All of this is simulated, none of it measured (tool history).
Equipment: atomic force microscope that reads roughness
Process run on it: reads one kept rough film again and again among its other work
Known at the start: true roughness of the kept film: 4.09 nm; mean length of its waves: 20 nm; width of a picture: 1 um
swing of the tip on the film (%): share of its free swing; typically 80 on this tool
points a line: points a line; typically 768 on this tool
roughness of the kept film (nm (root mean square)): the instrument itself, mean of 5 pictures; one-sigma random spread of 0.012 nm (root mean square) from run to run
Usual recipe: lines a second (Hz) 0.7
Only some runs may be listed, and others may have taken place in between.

| run | day | lines a second (Hz) | swing of the tip on the film (%) | points a line | roughness of the kept film (nm (root mean square)) |
|---|---|---|---|---|---|
| 1 | 0 | 0.7 | 80 | 768 | 1.778 |
| 2 | 0.354 | 0.7 | 88 | 768 | 1.647 |
| 3 | 0.825 | 0.7 | 88 | 768 | 1.591 |
|  | 1.304 | new tip fitted |
| 4 | 1.438 | 0.7 | 88 | 768 | 2.741 |
| 5 | 1.929 | 0.7 | 88 | 768 | 2.55 |
| 6 | 2.375 | 0.7 | 88 | 768 | 2.407 |
| 7 | 2.892 | 0.7 | 72 | 768 | 2.373 |
| 8 | 3.367 | 0.7 | 80 | 768 | 2.197 |
| 9 | 3.771 | 0.7 | 80 | 768 | 2.102 |
| 10 | 4.088 | 0.7 | 80 | 768 | 2.033 |
| 11 | 4.746 | 0.7 | 59 | 768 | 2.007 |
| 12 | 5.308 | 0.7 | 59 | 768 | 1.887 |
| 13 | 6.071 | 0.7 | 59 | 768 | 1.782 |
|  | 6.412 | new tip fitted |
| 14 | 6.446 | 0.7 | 59 | 768 | 3.061 |
| 15 | 6.879 | 1.225 | 80 | 768 | 2.611 |
| 16 | 7.462 | 0.7 | 80 | 768 | 2.547 |
| 17 | 7.804 | 0.7 | 70 | 768 | 2.553 |
| 18 | 8.558 | 3.246 | 80 | 768 | 1.754 |
| 19 | 9.238 | 0.7 | 80 | 664 | 2.071 |
| 20 | 9.871 | 0.7 | 80 | 556 | 1.953 |
| 21 | 10.504 | 0.7 | 80 | 768 | 1.832 |
| 22 | 10.858 | 1.006 | 58 | 768 | 1.85 |
| 23 | 11.396 | 1.006 | 58 | 768 | 1.764 |
|  | 11.5 | new tip fitted |
| 24 | 11.854 | 0.7 | 81 | 267 | 2.632 |
| 25 | 12.438 | 0.7 | 81 | 267 | 2.425 |
| 26 | 12.754 | 0.7 | 81 | 267 | 2.34 |
| 27 | 13.229 | 1.355 | 80 | 768 | 2.161 |
| 28 | 13.95 | 1.355 | 85 | 768 | 1.917 |
| 29 | 14.379 | 1.355 | 86 | 666 | 1.828 |
|  | 14.454 | height scale calibrated on a step standard |
| 30 | 14.846 | 2.926 | 80 | 613 | 1.572 |
| 31 | 15.383 | 2.926 | 80 | 613 | 1.502 |
| 32 | 15.804 | 2.926 | 80 | 613 | 1.43 |
| 33 | 16.333 | 1.576 | 61 | 334 | 1.693 |
|  | 16.662 | new tip fitted |
|  | 17.129 | height scale calibrated on a step standard, once more |
| 34 | 17.167 | 1.576 | 61 | 334 | 2.76 |
| 35 | 17.575 | 2.391 | 59 | 745 | 2.569 |
| 36 | 17.912 | 0.7 | 63 | 455 | 2.577 |
| 37 | 18.454 | 0.843 | 86 | 469 | 2.209 |
| 38 | 19.217 | 3.91 | 64 | 768 | 1.93 |
| 39 | 19.596 | 3.91 | 88 | 523 | 1.318 |
| 40 | 20.179 | 2.357 | 88 | 834 | 1.492 |
| 41 | 20.662 | 2.085 | 64 | 324 | 1.784 |
| 42 | 21.279 | 2.381 | 75 | 519 | 1.556 |

Alternative continuations, all from the tool just after run 42; predict every row:
|  | 21.771 | new tip fitted |
| A | 21.946 | 1.067 | 68 | 768 | ? |
|  | 21.771 | new tip fitted |
| B | 21.946 | 0.7 | 80 | 595 | ? |
|  | 21.771 | new tip fitted |
| C | 21.946 | 0.875 | 80 | 768 | ? |
|  | 21.771 | new tip fitted |
| D | 21.946 | 2.381 | 62 | 724 | ? |
|  | 21.771 | new tip fitted |
| E | 21.946 | 1.18 | 67 | 768 | ? |

| run | roughness of the kept film (nm (root mean square)) |
|---|---|
| A | 2.887 |
| B | 2.806 |
| C | 2.782 |
| D | 2.801 |
| E | 2.883 |
Without the tool's unlogged condition, the same runs would have read:
| run | roughness of the kept film (nm (root mean square)) |
|---|---|
| A | 2.983 |
| B | 2.9 |
| C | 2.875 |
| D | 2.894 |
| E | 2.979 |
